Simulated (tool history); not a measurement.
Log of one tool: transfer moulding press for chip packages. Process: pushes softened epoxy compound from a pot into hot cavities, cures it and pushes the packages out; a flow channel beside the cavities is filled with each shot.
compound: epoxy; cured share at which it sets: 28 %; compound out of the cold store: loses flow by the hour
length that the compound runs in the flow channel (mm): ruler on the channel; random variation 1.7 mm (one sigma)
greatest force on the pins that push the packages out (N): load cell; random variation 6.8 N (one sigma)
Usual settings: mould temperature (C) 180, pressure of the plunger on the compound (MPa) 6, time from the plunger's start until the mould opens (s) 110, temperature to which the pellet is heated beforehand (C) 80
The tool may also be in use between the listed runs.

run,hour,mould temperature (C),pressure of the plunger on the compound (MPa),time from the plunger's start until the mould opens (s),temperature to which the pellet is heated beforehand (C),incoming compound's hours out of the cold store,length that the compound runs in the flow channel (mm),greatest force on the pins that push the packages out (N)
1,0,180,6,110,80,47.5,608,270
2,5.4,180,6,110,78,24,697,282
3,11.7,180,6,110,78,20.8,712,277
4,18.6,180,6,110,78,24.5,695,273
5,23.9,180,6,110,78,45,616,269
6,30.8,180,6,110,78,45.9,613,265
7,38.2,187,6,110,80,8.3,739,228
8,49.4,187,6,110,80,42.4,608,222
9,59.9,181,6,110,80,26,685,264
10,69.3,180,6,110,80,25.9,688,283
11,74.9,180,6,110,80,16.5,726,288
12,81.6,180,6,110,80,41.8,627,278
# hour 84.9: cavities cleaned with cleaning compound and waxed
13,91.2,180,6,110,80,45,613,280
14,103.5,180,4.75,110,80,19.7,634,286
15,109.8,175,6,127,80,18.7,737,306
16,121.9,183,6,110,87,23.1,688,240
17,131.1,186,6,110,87,42,606,222
18,141.2,174,6.32,134,80,26.9,727,276
# hour 148.7: plunger's sealing rings changed
19,150.4,174,6.32,134,80,14.1,785,282
20,158.4,179,5.42,114,86,31.3,636,275
21,165.1,179,5.42,114,87,42.8,594,275
22,176.7,179,5.42,114,87,23,672,272
23,187.4,179,5.12,114,82,17.1,672,275
# hour 189.5: cavities cleaned with cleaning compound and waxed
24,196.5,179,5.31,107,85,8.1,723,320
25,205.3,179,5.31,107,85,27,645,315
26,212,176,5.44,115,78,40,615,315
27,217.4,185,5.22,98,70,13,678,279

4 ways to go on from here, each from the tool as it stands after run 27. What would each give?
A,224.2,180,6,110,75,24.4,?,?
B,224.2,182,6.14,110,80,32,?,?
C,224.2,185,5.54,98,80,16.9,?,?
D,224.2,186,6,110,80,23.8,?,?

run,length that the compound runs in the flow channel (mm),greatest force on the pins that push the packages out (N)
A,696,301
B,664,251
C,683,273
D,677,224
Without the tool's hidden state the same runs would have given:
run,length that the compound runs in the flow channel (mm),greatest force on the pins that push the packages out (N)
A,696,299
B,664,249
C,683,271
D,677,222

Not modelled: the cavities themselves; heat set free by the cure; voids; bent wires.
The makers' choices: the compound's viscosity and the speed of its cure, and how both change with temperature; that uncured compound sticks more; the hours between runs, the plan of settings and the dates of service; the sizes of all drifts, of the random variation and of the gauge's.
